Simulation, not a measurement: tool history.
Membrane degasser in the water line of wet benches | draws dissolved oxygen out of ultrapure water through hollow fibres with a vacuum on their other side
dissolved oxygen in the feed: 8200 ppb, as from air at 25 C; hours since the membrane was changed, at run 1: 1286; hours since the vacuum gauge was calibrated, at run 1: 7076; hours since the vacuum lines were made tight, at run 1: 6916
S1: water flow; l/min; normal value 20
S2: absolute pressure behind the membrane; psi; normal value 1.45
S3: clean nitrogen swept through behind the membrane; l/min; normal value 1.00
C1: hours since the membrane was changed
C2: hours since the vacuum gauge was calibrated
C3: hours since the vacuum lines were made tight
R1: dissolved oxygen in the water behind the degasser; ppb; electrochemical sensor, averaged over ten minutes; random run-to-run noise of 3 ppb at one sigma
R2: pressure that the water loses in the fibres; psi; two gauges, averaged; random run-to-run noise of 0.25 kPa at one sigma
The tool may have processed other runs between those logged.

run    hour  S1    S2    S3    C1    C2    C3      R1      R2
  1     0.0  20  1.45  1.00  1286  7076  6916   320.3   9.671
  2   131.8  20  1.45  1.00  1418  7208  7048   322.5   9.694
  3   266.7  20  0.88  1.00  1553  7343  7183   153.0   9.690
  4   374.8  20  0.88  1.00  1661  7451  7291   158.6   9.696
  5   429.6  20  0.88  1.00  1716  7506  7346   153.4   9.716
  6   520.8  20  1.45  2.96  1807  7597  7437   125.5   9.738
      528.8  -- vacuum gauge calibrated
  7   595.7  20  1.45  2.96  1882    67  7511   122.1   9.767
  8   702.3  20  1.45  2.96  1988   174  7618   118.6   9.670
  9   824.3  14  1.45  1.00  2110   295  7740   224.9   6.843
      845.4  -- seals of the vacuum lines changed
 10   888.3  14  1.45  1.00  2172   357    43   219.7   6.795
 11   993.1  20  1.45  1.00  2277   462   148   300.6   9.662
 12  1121.8  20  1.45  1.05  2406   591   276   290.2   9.731
 13  1218.9  20  1.45  1.05  2503   688   373   294.2   9.723
 14  1324.8  20  1.45  1.05  2609   794   479   290.1   9.681
 15  1408.7  20  1.45  1.05  2693   878   563   288.0   9.776
 16  1500.0  20  1.45  1.05  2784   969   655   292.6   9.774
 17  1574.8  23  2.32  2.30  2859  1044   729   308.2  11.256
 18  1678.6  30  2.16  0.40  2962  1148   833  1367.0  14.676
 19  1794.8  19  2.67  1.00  3079  1264   949   601.6   9.293
 20  1873.4  19  2.67  1.00  3157  1343  1028   605.2   9.240
 21  1938.6  14  1.07  1.00  3222  1408  1093   140.2   6.811
 22  2009.2  20  1.81  0.45  3293  1478  1164   767.4   9.806
 23  2092.8  17  2.99  0.45  3377  1562  1247  1204.0   8.364
 24  2158.9  28  2.99  0.45  3443  1628  1314  1688.1  13.632
 25  2285.1  28  2.99  0.45  3569  1754  1440  1682.5  13.722
 26  2367.3  28  2.99  0.45  3651  1837  1522  1680.5  13.665
 27  2471.2  28  2.99  0.56  3755  1940  1626  1494.6  13.734
 28  2555.2  22  2.12  0.49  3839  2024  1710   935.7  10.673
 29  2688.4  12  1.19  2.80  3972  2158  1843    55.6   5.810
 30  2743.9  20  1.45  1.81  4028  2213  1898   186.6   9.796
 31  2817.0  20  1.87  1.38  4101  2286  1972   327.8   9.815

For each entry between runs, how does the tool's hidden state at the last listed run before it compare with that at the first listed run after it?
Run 6 -> run 7: vacuum gauge calibrated (hour 528.8)
  true pressure behind the membrane over the reading, kPa: 0.43 -> 0.03; air that leaks in behind the membrane, l/min: 0.0318 -> 0.0321
  measured result minus the result with no hidden state, R1: +11.6 -> +5.3 ppb; R2: +0.073 -> +0.077 psi
Run 9 -> run 10: seals of the vacuum lines changed (hour 845.4)
  air that leaks in behind the membrane, l/min: 0.0331 -> 0.0038
  measured result minus the result with no hidden state, R1: +11.0 -> +2.2 ppb; R2: +0.061 -> +0.062 psi
